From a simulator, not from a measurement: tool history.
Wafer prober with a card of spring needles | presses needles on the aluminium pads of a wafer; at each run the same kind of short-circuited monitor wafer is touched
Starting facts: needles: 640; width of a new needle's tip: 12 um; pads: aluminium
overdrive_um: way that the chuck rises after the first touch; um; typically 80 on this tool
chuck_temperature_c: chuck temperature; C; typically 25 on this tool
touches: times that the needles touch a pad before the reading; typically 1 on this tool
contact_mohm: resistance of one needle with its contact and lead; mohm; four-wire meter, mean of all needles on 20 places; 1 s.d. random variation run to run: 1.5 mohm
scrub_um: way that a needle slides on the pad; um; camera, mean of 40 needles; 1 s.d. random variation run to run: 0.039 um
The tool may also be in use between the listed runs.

run 1 hour=0.0 | overdrive_um=80 chuck_temperature_c=25 touches=1 | contact_mohm=135 scrub_um=12.54
-- hour=1.4 tips cleaned on abrasive film
-- hour=6.7 tips cleaned on abrasive film
-- hour=12.0 tips cleaned on abrasive film
run 2 hour=15.1 | overdrive_um=80 chuck_temperature_c=25 touches=1 | contact_mohm=135 scrub_um=12.55
-- hour=17.7 tips cleaned on abrasive film
-- hour=23.0 tips cleaned on abrasive film
-- hour=29.4 tips cleaned on abrasive film
-- hour=34.7 tips cleaned on abrasive film
-- hour=40.1 tips cleaned on abrasive film
run 3 hour=40.1 | overdrive_um=80 chuck_temperature_c=25 touches=1 | contact_mohm=134 scrub_um=12.59
-- hour=46.0 tips cleaned on abrasive film
-- hour=51.3 tips cleaned on abrasive film
run 4 hour=52.1 | overdrive_um=80 chuck_temperature_c=25 touches=2 | contact_mohm=134 scrub_um=12.57
-- hour=57.3 tips cleaned on abrasive film
-- hour=63.0 tips cleaned on abrasive film
run 5 hour=63.0 | overdrive_um=80 chuck_temperature_c=25 touches=2 | contact_mohm=135 scrub_um=12.61
-- hour=69.6 tips cleaned on abrasive film
-- hour=76.0 tips cleaned on abrasive film
-- hour=82.3 tips cleaned on abrasive film
run 6 hour=85.3 | overdrive_um=80 chuck_temperature_c=25 touches=2 | contact_mohm=132 scrub_um=12.66
-- hour=87.8 tips cleaned on abrasive film
-- hour=93.1 tips cleaned on abrasive film
run 7 hour=98.0 | overdrive_um=95 chuck_temperature_c=25 touches=1 | contact_mohm=132 scrub_um=15.08
-- hour=99.4 tips cleaned on abrasive film
-- hour=105.6 tips cleaned on abrasive film
-- hour=110.9 tips cleaned on abrasive film
-- hour=117.3 tips cleaned on abrasive film
run 8 hour=119.7 | overdrive_um=95 chuck_temperature_c=25 touches=1 | contact_mohm=134 scrub_um=15.08
-- hour=123.4 tips cleaned on abrasive film
-- hour=128.7 tips cleaned on abrasive film
-- hour=134.3 tips cleaned on abrasive film
run 9 hour=134.3 | overdrive_um=95 chuck_temperature_c=25 touches=1 | contact_mohm=131 scrub_um=15.08
-- hour=140.6 tips cleaned on abrasive film
-- hour=146.7 tips cleaned on abrasive film
run 10 hour=147.3 | overdrive_um=95 chuck_temperature_c=25 touches=1 | contact_mohm=134 scrub_um=15.00
-- hour=152.5 tips cleaned on abrasive film
-- hour=158.7 tips cleaned on abrasive film
-- hour=164.9 tips cleaned on abrasive film
-- hour=170.2 tips cleaned on abrasive film
run 11 hour=172.2 | overdrive_um=95 chuck_temperature_c=25 touches=1 | contact_mohm=132 scrub_um=15.07
-- hour=176.2 tips cleaned on abrasive film
-- hour=181.5 tips cleaned on abrasive film
run 12 hour=185.0 | overdrive_um=95 chuck_temperature_c=42 touches=1 | contact_mohm=133 scrub_um=15.10
-- hour=187.6 tips cleaned on abrasive film
-- hour=192.9 tips cleaned on abrasive film
-- hour=199.5 tips cleaned on abrasive film
run 13 hour=200.6 | overdrive_um=95 chuck_temperature_c=42 touches=1 | contact_mohm=135 scrub_um=15.14
-- hour=205.9 tips cleaned on abrasive film
-- hour=211.2 tips cleaned on abrasive film
-- hour=217.6 tips cleaned on abrasive film
run 14 hour=220.9 | overdrive_um=95 chuck_temperature_c=42 touches=1 | contact_mohm=136 scrub_um=15.20
-- hour=223.6 tips cleaned on abrasive film
-- hour=230.2 tips cleaned on abrasive film
-- hour=236.8 tips cleaned on abrasive film
run 15 hour=240.9 | overdrive_um=70 chuck_temperature_c=39 touches=2 | contact_mohm=136 scrub_um=11.20
-- hour=242.3 tips cleaned on abrasive film
-- hour=248.7 tips cleaned on abrasive film
-- hour=255.2 tips cleaned on abrasive film
-- hour=261.5 tips cleaned on abrasive film
run 16 hour=262.8 | overdrive_um=76 chuck_temperature_c=28 touches=1 | contact_mohm=134 scrub_um=12.15
-- hour=267.8 tips cleaned on abrasive film
-- hour=273.1 tips cleaned on abrasive film
run 17 hour=273.2 | overdrive_um=95 chuck_temperature_c=28 touches=3 | contact_mohm=135 scrub_um=15.16
-- hour=279.4 tips cleaned on abrasive film
-- hour=281.0 height of the first contact set anew
-- hour=285.0 tips cleaned on abrasive film
run 18 hour=288.0 | overdrive_um=93 chuck_temperature_c=28 touches=2 | contact_mohm=132 scrub_um=14.79
-- hour=290.7 tips cleaned on abrasive film
-- hour=296.8 tips cleaned on abrasive film
-- hour=301.8 gauge calibrated
-- hour=303.2 tips cleaned on abrasive film
run 19 hour=305.7 | overdrive_um=93 chuck_temperature_c=28 touches=2 | contact_mohm=133 scrub_um=14.64
-- hour=309.7 tips cleaned on abrasive film
-- hour=315.0 tips cleaned on abrasive film
run 20 hour=318.7 | overdrive_um=99 chuck_temperature_c=31 touches=3 | contact_mohm=135 scrub_um=15.55
-- hour=321.4 tips cleaned on abrasive film
-- hour=327.5 tips cleaned on abrasive film
-- hour=333.9 tips cleaned on abrasive film
-- hour=340.3 tips cleaned on abrasive film
run 21 hour=342.8 | overdrive_um=99 chuck_temperature_c=31 touches=3 | contact_mohm=134 scrub_um=15.61
-- hour=346.8 tips cleaned on abrasive film
-- hour=352.1 tips cleaned on abrasive film
-- hour=358.6 tips cleaned on abrasive film
-- hour=364.7 tips cleaned on abrasive film
run 22 hour=364.7 | overdrive_um=64 chuck_temperature_c=25 touches=1 | contact_mohm=137 scrub_um=10.14
-- hour=371.3 tips cleaned on abrasive film
run 23 hour=375.0 | overdrive_um=64 chuck_temperature_c=25 touches=1 | contact_mohm=136 scrub_um=10.09
-- hour=377.7 tips cleaned on abrasive film
-- hour=383.7 tips cleaned on abrasive film
-- hour=389.9 tips cleaned on abrasive film
-- hour=395.2 tips cleaned on abrasive film
run 24 hour=399.0 | overdrive_um=64 chuck_temperature_c=25 touches=1 | contact_mohm=136 scrub_um=10.09
-- hour=401.4 tips cleaned on abrasive film
-- hour=407.9 tips cleaned on abrasive film
-- hour=414.3 tips cleaned on abrasive film
run 25 hour=419.3 | overdrive_um=64 chuck_temperature_c=25 touches=1 | contact_mohm=133 scrub_um=10.09
-- hour=420.7 tips cleaned on abrasive film
-- hour=427.3 tips cleaned on abrasive film
-- hour=433.6 tips cleaned on abrasive film
run 26 hour=434.8 | overdrive_um=78 chuck_temperature_c=34 touches=2 | contact_mohm=138 scrub_um=12.34
-- hour=440.1 tips cleaned on abrasive film
-- hour=446.5 tips cleaned on abrasive film
run 27 hour=449.1 | overdrive_um=78 chuck_temperature_c=53 touches=2 | contact_mohm=139 scrub_um=12.38

Branching from run 27: 4 alternative next runs. What would each branch give?
-- hour=451.8 tips cleaned on abrasive film
-- hour=457.1 tips cleaned on abrasive film
run A hour=462.2 | overdrive_um=87 chuck_temperature_c=53 touches=2 | contact_mohm=? scrub_um=?
-- hour=451.8 tips cleaned on abrasive film
-- hour=457.1 tips cleaned on abrasive film
run B hour=462.2 | overdrive_um=80 chuck_temperature_c=41 touches=1 | contact_mohm=? scrub_um=?
-- hour=451.8 tips cleaned on abrasive film
-- hour=457.1 tips cleaned on abrasive film
run C hour=462.2 | overdrive_um=67 chuck_temperature_c=46 touches=2 | contact_mohm=? scrub_um=?
-- hour=451.8 tips cleaned on abrasive film
-- hour=457.1 tips cleaned on abrasive film
run D hour=462.2 | overdrive_um=78 chuck_temperature_c=31 touches=1 | contact_mohm=? scrub_um=?

run=A contact_mohm=135 scrub_um=13.73
run=B contact_mohm=139 scrub_um=12.65
run=C contact_mohm=136 scrub_um=10.63
run=D contact_mohm=135 scrub_um=12.35
With the hidden condition removed and each run's random variation left untouched, the same runs would have given:
run=A contact_mohm=134 scrub_um=13.62
run=B contact_mohm=138 scrub_um=12.54
run=C contact_mohm=136 scrub_um=10.54
run=D contact_mohm=135 scrub_um=12.25
